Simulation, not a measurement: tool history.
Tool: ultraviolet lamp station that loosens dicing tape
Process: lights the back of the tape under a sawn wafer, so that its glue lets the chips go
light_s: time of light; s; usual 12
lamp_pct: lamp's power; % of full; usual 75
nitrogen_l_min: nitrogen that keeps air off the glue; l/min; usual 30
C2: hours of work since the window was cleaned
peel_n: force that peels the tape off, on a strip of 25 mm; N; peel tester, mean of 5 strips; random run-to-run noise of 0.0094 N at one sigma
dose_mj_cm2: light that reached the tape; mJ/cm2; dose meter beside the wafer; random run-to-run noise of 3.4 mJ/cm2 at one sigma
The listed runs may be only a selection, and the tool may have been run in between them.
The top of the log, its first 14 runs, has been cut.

{"run": 15, "hour": 806.0, "light_s": 12, "lamp_pct": 87, "nitrogen_l_min": 30, "hours of work of the lamp": 1244, "C2": 535, "peel_n": 0.713, "dose_mj_cm2": 368}
{"hour": 809.7, "done": "window cleaned of glue's vapour"}
{"run": 16, "hour": 871.9, "light_s": 12, "lamp_pct": 87, "nitrogen_l_min": 30, "hours of work of the lamp": 1270, "C2": 25, "peel_n": 0.808, "dose_mj_cm2": 342}
{"hour": 895.8, "done": "lamp changed"}
{"run": 17, "hour": 948.3, "light_s": 12, "lamp_pct": 87, "nitrogen_l_min": 30, "hours of work of the lamp": 21, "C2": 55, "peel_n": 0.472, "dose_mj_cm2": 506}
{"run": 18, "hour": 987.6, "light_s": 12, "lamp_pct": 87, "nitrogen_l_min": 30, "hours of work of the lamp": 37, "C2": 71, "peel_n": 0.427, "dose_mj_cm2": 502}
{"run": 19, "hour": 1057.9, "light_s": 12, "lamp_pct": 87, "nitrogen_l_min": 30, "hours of work of the lamp": 65, "C2": 99, "peel_n": 0.46, "dose_mj_cm2": 490}
{"hour": 1117.7, "done": "window cleaned of glue's vapour, once more"}
{"run": 20, "hour": 1130.7, "light_s": 12, "lamp_pct": 87, "nitrogen_l_min": 30, "hours of work of the lamp": 94, "C2": 5, "peel_n": 0.331, "dose_mj_cm2": 619}
{"run": 21, "hour": 1199.8, "light_s": 12, "lamp_pct": 87, "nitrogen_l_min": 30, "hours of work of the lamp": 122, "C2": 33, "peel_n": 0.345, "dose_mj_cm2": 603}
{"run": 22, "hour": 1244.3, "light_s": 12, "lamp_pct": 87, "nitrogen_l_min": 30, "hours of work of the lamp": 140, "C2": 51, "peel_n": 0.364, "dose_mj_cm2": 611}
{"run": 23, "hour": 1306.2, "light_s": 12, "lamp_pct": 87, "nitrogen_l_min": 30, "hours of work of the lamp": 165, "C2": 76, "peel_n": 0.357, "dose_mj_cm2": 596}
{"run": 24, "hour": 1352.7, "light_s": 12, "lamp_pct": 87, "nitrogen_l_min": 30, "hours of work of the lamp": 183, "C2": 94, "peel_n": 0.346, "dose_mj_cm2": 587}
{"run": 25, "hour": 1393.2, "light_s": 12, "lamp_pct": 87, "nitrogen_l_min": 30, "hours of work of the lamp": 199, "C2": 111, "peel_n": 0.343, "dose_mj_cm2": 580}
{"run": 26, "hour": 1453.7, "light_s": 12, "lamp_pct": 87, "nitrogen_l_min": 30, "hours of work of the lamp": 224, "C2": 135, "peel_n": 0.374, "dose_mj_cm2": 574}
{"run": 27, "hour": 1497.4, "light_s": 12, "lamp_pct": 87, "nitrogen_l_min": 30, "hours of work of the lamp": 241, "C2": 152, "peel_n": 0.369, "dose_mj_cm2": 568}
{"run": 28, "hour": 1552.5, "light_s": 21, "lamp_pct": 72, "nitrogen_l_min": 34, "hours of work of the lamp": 263, "C2": 175, "peel_n": 0.218, "dose_mj_cm2": 817}
{"run": 29, "hour": 1629.7, "light_s": 20, "lamp_pct": 82, "nitrogen_l_min": 17, "hours of work of the lamp": 294, "C2": 206, "peel_n": 0.256, "dose_mj_cm2": 870}

Run 30 has not been measured yet. What should we expect?
{"run": 30, "hour": 1683.3, "light_s": 20, "lamp_pct": 66, "nitrogen_l_min": 57, "hours of work of the lamp": 316, "C2": 227, "peel_n": "?", "dose_mj_cm2": "?"}

{"run 30": {"peel_n": 0.245, "dose_mj_cm2": 701}}
Minus the tool's unlogged condition, the same run would have read peel_n 0.209 N, dose_mj_cm2 807 mJ/cm2.
